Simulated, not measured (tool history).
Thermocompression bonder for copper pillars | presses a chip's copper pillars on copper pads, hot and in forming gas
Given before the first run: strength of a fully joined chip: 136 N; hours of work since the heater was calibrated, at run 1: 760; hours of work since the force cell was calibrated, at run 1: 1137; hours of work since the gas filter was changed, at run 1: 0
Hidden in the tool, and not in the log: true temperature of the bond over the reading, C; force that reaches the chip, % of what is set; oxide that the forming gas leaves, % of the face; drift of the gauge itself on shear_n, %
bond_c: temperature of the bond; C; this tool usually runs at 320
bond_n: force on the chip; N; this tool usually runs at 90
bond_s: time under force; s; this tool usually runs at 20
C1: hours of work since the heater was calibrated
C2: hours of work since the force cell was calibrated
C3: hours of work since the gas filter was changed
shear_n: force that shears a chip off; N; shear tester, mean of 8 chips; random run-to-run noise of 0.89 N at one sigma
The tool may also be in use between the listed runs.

{"run": 1, "hour": 0.0, "bond_c": 320, "bond_n": 90, "bond_s": 20, "C1": 760, "C2": 1137, "C3": 0, "shear_n": 98.6}
{"run": 2, "hour": 35.6, "bond_c": 320, "bond_n": 125, "bond_s": 20, "C1": 782, "C2": 1160, "C3": 23, "shear_n": 115.9}
{"run": 3, "hour": 79.5, "bond_c": 320, "bond_n": 90, "bond_s": 20, "C1": 810, "C2": 1188, "C3": 50, "shear_n": 96.6}
{"run": 4, "hour": 118.5, "bond_c": 320, "bond_n": 90, "bond_s": 20, "C1": 835, "C2": 1212, "C3": 75, "shear_n": 95.7}
{"hour": 160.3, "done": "heater calibrated with a thermocouple chip"}
{"run": 5, "hour": 160.3, "bond_c": 320, "bond_n": 90, "bond_s": 20, "C1": 0, "C2": 1238, "C3": 100, "shear_n": 98.2}
{"run": 6, "hour": 216.7, "bond_c": 324, "bond_n": 90, "bond_s": 20, "C1": 36, "C2": 1273, "C3": 136, "shear_n": 98.5}
{"run": 7, "hour": 265.2, "bond_c": 296, "bond_n": 90, "bond_s": 20, "C1": 66, "C2": 1304, "C3": 167, "shear_n": 83.1}
{"run": 8, "hour": 310.4, "bond_c": 296, "bond_n": 90, "bond_s": 20, "C1": 95, "C2": 1333, "C3": 195, "shear_n": 82.1}
{"hour": 317.6, "done": "forming gas filter changed"}
{"run": 9, "hour": 339.8, "bond_c": 296, "bond_n": 94, "bond_s": 20, "C1": 113, "C2": 1351, "C3": 14, "shear_n": 91.0}
{"run": 10, "hour": 368.7, "bond_c": 296, "bond_n": 94, "bond_s": 20, "C1": 132, "C2": 1369, "C3": 32, "shear_n": 91.6}
{"run": 11, "hour": 403.2, "bond_c": 320, "bond_n": 93, "bond_s": 20, "C1": 154, "C2": 1391, "C3": 54, "shear_n": 101.8}
{"run": 12, "hour": 428.0, "bond_c": 320, "bond_n": 93, "bond_s": 20, "C1": 169, "C2": 1407, "C3": 70, "shear_n": 101.9}
{"hour": 434.9, "done": "force cell calibrated"}
{"run": 13, "hour": 481.9, "bond_c": 320, "bond_n": 90, "bond_s": 20, "C1": 203, "C2": 30, "C3": 103, "shear_n": 92.4}
{"run": 14, "hour": 517.6, "bond_c": 320, "bond_n": 90, "bond_s": 20, "C1": 225, "C2": 52, "C3": 126, "shear_n": 92.8}
{"run": 15, "hour": 560.5, "bond_c": 320, "bond_n": 74, "bond_s": 20, "C1": 252, "C2": 80, "C3": 153, "shear_n": 79.2}
{"run": 16, "hour": 589.3, "bond_c": 320, "bond_n": 74, "bond_s": 20, "C1": 271, "C2": 98, "C3": 171, "shear_n": 77.7}
{"hour": 633.4, "done": "forming gas filter changed"}
{"run": 17, "hour": 640.6, "bond_c": 320, "bond_n": 74, "bond_s": 16, "C1": 303, "C2": 130, "C3": 5, "shear_n": 79.3}
{"run": 18, "hour": 679.0, "bond_c": 320, "bond_n": 74, "bond_s": 16, "C1": 327, "C2": 154, "C3": 29, "shear_n": 76.3}
{"run": 19, "hour": 720.2, "bond_c": 320, "bond_n": 90, "bond_s": 10, "C1": 353, "C2": 180, "C3": 55, "shear_n": 77.8}
{"run": 20, "hour": 773.0, "bond_c": 320, "bond_n": 90, "bond_s": 10, "C1": 387, "C2": 214, "C3": 88, "shear_n": 77.6}
{"run": 21, "hour": 817.0, "bond_c": 320, "bond_n": 90, "bond_s": 10, "C1": 415, "C2": 242, "C3": 116, "shear_n": 75.1}
{"run": 22, "hour": 872.1, "bond_c": 320, "bond_n": 90, "bond_s": 10, "C1": 450, "C2": 277, "C3": 151, "shear_n": 74.7}
{"run": 23, "hour": 925.0, "bond_c": 293, "bond_n": 90, "bond_s": 12, "C1": 483, "C2": 310, "C3": 185, "shear_n": 63.9}
{"hour": 950.7, "done": "forming gas filter changed"}
{"run": 24, "hour": 974.4, "bond_c": 293, "bond_n": 90, "bond_s": 12, "C1": 514, "C2": 341, "C3": 15, "shear_n": 68.0}
{"run": 25, "hour": 1011.8, "bond_c": 320, "bond_n": 134, "bond_s": 20, "C1": 538, "C2": 365, "C3": 39, "shear_n": 116.5}
{"run": 26, "hour": 1059.0, "bond_c": 342, "bond_n": 67, "bond_s": 13, "C1": 568, "C2": 395, "C3": 69, "shear_n": 75.3}
{"run": 27, "hour": 1088.1, "bond_c": 342, "bond_n": 67, "bond_s": 13, "C1": 586, "C2": 413, "C3": 87, "shear_n": 74.8}
{"run": 28, "hour": 1121.2, "bond_c": 342, "bond_n": 58, "bond_s": 42, "C1": 607, "C2": 434, "C3": 108, "shear_n": 93.7}
{"run": 29, "hour": 1179.1, "bond_c": 320, "bond_n": 90, "bond_s": 16, "C1": 644, "C2": 471, "C3": 145, "shear_n": 84.1}
{"run": 30, "hour": 1203.6, "bond_c": 342, "bond_n": 97, "bond_s": 41, "C1": 659, "C2": 487, "C3": 160, "shear_n": 116.6}
{"run": 31, "hour": 1243.6, "bond_c": 301, "bond_n": 97, "bond_s": 35, "C1": 685, "C2": 512, "C3": 186, "shear_n": 97.0}
{"hour": 1266.0, "done": "forming gas filter changed"}
{"run": 32, "hour": 1292.6, "bond_c": 350, "bond_n": 109, "bond_s": 54, "C1": 715, "C2": 543, "C3": 17, "shear_n": 132.0}
{"run": 33, "hour": 1324.8, "bond_c": 320, "bond_n": 94, "bond_s": 20, "C1": 736, "C2": 563, "C3": 37, "shear_n": 98.1}
{"run": 34, "hour": 1381.2, "bond_c": 313, "bond_n": 90, "bond_s": 20, "C1": 772, "C2": 599, "C3": 73, "shear_n": 90.0}
{"run": 35, "hour": 1417.9, "bond_c": 309, "bond_n": 90, "bond_s": 39, "C1": 795, "C2": 622, "C3": 96, "shear_n": 102.2}
{"run": 36, "hour": 1455.1, "bond_c": 316, "bond_n": 90, "bond_s": 23, "C1": 818, "C2": 646, "C3": 120, "shear_n": 93.1}
{"run": 37, "hour": 1504.2, "bond_c": 316, "bond_n": 90, "bond_s": 23, "C1": 850, "C2": 677, "C3": 151, "shear_n": 93.5}
{"hour": 1521.7, "done": "heater calibrated with a thermocouple chip"}
{"run": 38, "hour": 1534.5, "bond_c": 316, "bond_n": 90, "bond_s": 23, "C1": 8, "C2": 695, "C3": 169, "shear_n": 92.9}
{"run": 39, "hour": 1576.7, "bond_c": 316, "bond_n": 90, "bond_s": 23, "C1": 35, "C2": 721, "C3": 196, "shear_n": 93.4}
{"hour": 1583.3, "done": "forming gas filter changed"}
{"run": 40, "hour": 1636.9, "bond_c": 307, "bond_n": 57, "bond_s": 23, "C1": 73, "C2": 759, "C3": 34, "shear_n": 64.2}

3 options for the next run, each taken on its own from the tool as it stands now. Forecast them:
{"run": "A", "hour": 1678.8, "bond_c": 307, "bond_n": 74, "bond_s": 23, "C1": 99, "C2": 786, "C3": 61, "shear_n": "?"}
{"run": "B", "hour": 1678.8, "bond_c": 320, "bond_n": 69, "bond_s": 26, "C1": 99, "C2": 786, "C3": 61, "shear_n": "?"}
{"run": "C", "hour": 1678.8, "bond_c": 329, "bond_n": 74, "bond_s": 31, "C1": 99, "C2": 786, "C3": 61, "shear_n": "?"}

run=A shear_n=81.3
run=B shear_n=86.7
run=C shear_n=98.3
Had the tool no hidden state, the same runs would have come out as:
run=A shear_n=80.3
run=B shear_n=85.8
run=C shear_n=97.8

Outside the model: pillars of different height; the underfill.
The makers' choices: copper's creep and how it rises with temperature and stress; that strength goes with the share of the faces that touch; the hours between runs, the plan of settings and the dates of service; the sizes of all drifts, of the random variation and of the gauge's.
